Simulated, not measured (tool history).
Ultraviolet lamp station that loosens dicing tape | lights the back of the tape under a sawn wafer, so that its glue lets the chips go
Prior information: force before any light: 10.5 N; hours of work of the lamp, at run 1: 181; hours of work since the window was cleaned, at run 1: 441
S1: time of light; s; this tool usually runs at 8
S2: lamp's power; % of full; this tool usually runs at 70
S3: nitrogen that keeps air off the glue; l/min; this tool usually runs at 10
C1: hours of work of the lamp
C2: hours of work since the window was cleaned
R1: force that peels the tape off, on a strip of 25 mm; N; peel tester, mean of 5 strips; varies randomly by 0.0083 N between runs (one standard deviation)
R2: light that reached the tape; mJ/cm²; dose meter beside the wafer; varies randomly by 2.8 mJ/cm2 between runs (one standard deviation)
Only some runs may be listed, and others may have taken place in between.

run,hour,S1,S2,S3,C1,C2,R1,R2
1,0.0,8,70,10,181,441,0.501,351
2,19.5,8,70,10,195,456,0.498,345
3,40.0,8,70,6,210,471,0.741,343
4,54.1,8,70,6,221,482,0.781,337
5,70.9,8,70,10,233,494,0.529,336
6,82.1,8,70,10,242,502,0.549,335
7,96.0,8,70,10,252,513,0.559,334
8,113.7,5,80,6,265,526,1.557,230
9,123.6,5,80,6,272,533,1.601,233
10,133.5,8,75,10,280,541,0.481,346
11,148.2,8,79,6,291,552,0.651,364
12,163.1,8,76,10,302,563,0.483,344
13,182.5,16,94,14,316,577,0.117,862
14,196.0,5,93,10,326,587,0.967,263

Subtracting, for every run, the result it would have given without the tool's unlogged condition from the measured result gives the following. The same run-to-run variation enters both numbers; the gauge's scatter may not:
Hidden conditions of the tool in this case: lamp's light, % of a new lamp's; light that the window lets through, % of a clean one's; drift of the gauge itself on peel_n, %; drift of the gauge itself on dose_mj_cm2, %.
run,R1,R2
1,+0.161,-57
2,+0.170,-60
3,+0.256,-64
4,+0.276,-66
5,+0.198,-69
6,+0.212,-72
7,+0.222,-74
8,+0.520,-54
9,+0.541,-56
10,+0.204,-85
11,+0.282,-92
12,+0.211,-91
13,+0.002,-235
14,+0.432,-74
